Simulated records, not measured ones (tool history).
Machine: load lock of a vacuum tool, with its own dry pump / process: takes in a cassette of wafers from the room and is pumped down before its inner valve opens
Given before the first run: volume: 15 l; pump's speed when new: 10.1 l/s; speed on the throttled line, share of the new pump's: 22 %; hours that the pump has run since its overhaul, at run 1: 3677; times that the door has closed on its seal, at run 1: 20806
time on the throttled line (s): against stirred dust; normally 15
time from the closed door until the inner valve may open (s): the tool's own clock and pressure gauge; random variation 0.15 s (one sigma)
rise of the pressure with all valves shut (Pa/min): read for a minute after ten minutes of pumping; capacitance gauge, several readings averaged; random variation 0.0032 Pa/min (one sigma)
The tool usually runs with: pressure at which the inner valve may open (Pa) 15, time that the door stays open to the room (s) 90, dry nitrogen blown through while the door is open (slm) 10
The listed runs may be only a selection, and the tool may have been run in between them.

run,hour,time on the throttled line (s),pressure at which the inner valve may open (Pa),time that the door stays open to the room (s),dry nitrogen blown through while the door is open (slm),hours that the pump has run since its overhaul,times that the door has closed on its seal,"incoming humidity of the room's air, %",time from the closed door until the inner valve may open (s),rise of the pressure with all valves shut (Pa/min)
1,0,15,15,90,10,3677,20806,46.1,25.5,0.277
2,183.6,15,15,90,10,3861,21718,43,25.5,0.281
3,328.9,15,15,90,4,4006,22440,44.1,25.3,0.313
4,447.8,15,15,90,10,4125,23031,43.8,25.5,0.303
5,623.5,11,15,90,10,4300,23904,42.7,22.6,0.313
6,806.5,11,15,90,10,4483,24814,44,22.6,0.318
7,898.7,15,15,90,10,4576,25272,46.8,25.6,0.33
8,1021.7,15,15,90,10,4699,25883,43.8,25.7,0.328
9,1158.9,15,26,90,10,4836,26565,47.2,24.8,0.357
10,1282.1,15,19,43,8,4959,27177,41.2,25.2,0.315
11,1463.1,18,20,43,36,5140,28077,45.1,27.5,0.301
12,1597.6,15,15,90,6,5275,28745,47.7,25.7,0.397
13,1678.2,15,15,90,6,5355,29145,44,25.9,0.4
14,1785.1,25,16,39,42,5462,29676,44.9,33,0.326
15,1896.5,25,16,39,42,5573,30230,44,33.3,0.323
16,2001.9,25,16,39,42,5679,30754,44.9,33.4,0.342
17,2134,25,23,39,30,5811,31410,45.5,32.6,0.351
18,2219.6,25,23,39,30,5897,31836,47.2,32.9,0.354

Below are 3 alternative next runs, each starting from the tool's condition after run 18. Predict each:
A,2377.1,15,15,90,7,6054,32618,49,?,?
B,2377.1,14,15,90,10,6054,32618,47.8,?,?
C,2377.1,25,15,75,43,6054,32618,44.6,?,?

run,time from the closed door until the inner valve may open (s),rise of the pressure with all valves shut (Pa/min)
A,26.1,0.449
B,25.3,0.453
C,33.5,0.386
What these runs would have given with no unlogged condition in the tool:
run,time from the closed door until the inner valve may open (s),rise of the pressure with all valves shut (Pa/min)
A,24.8,0.119
B,24.1,0.116
C,32.6,0.053
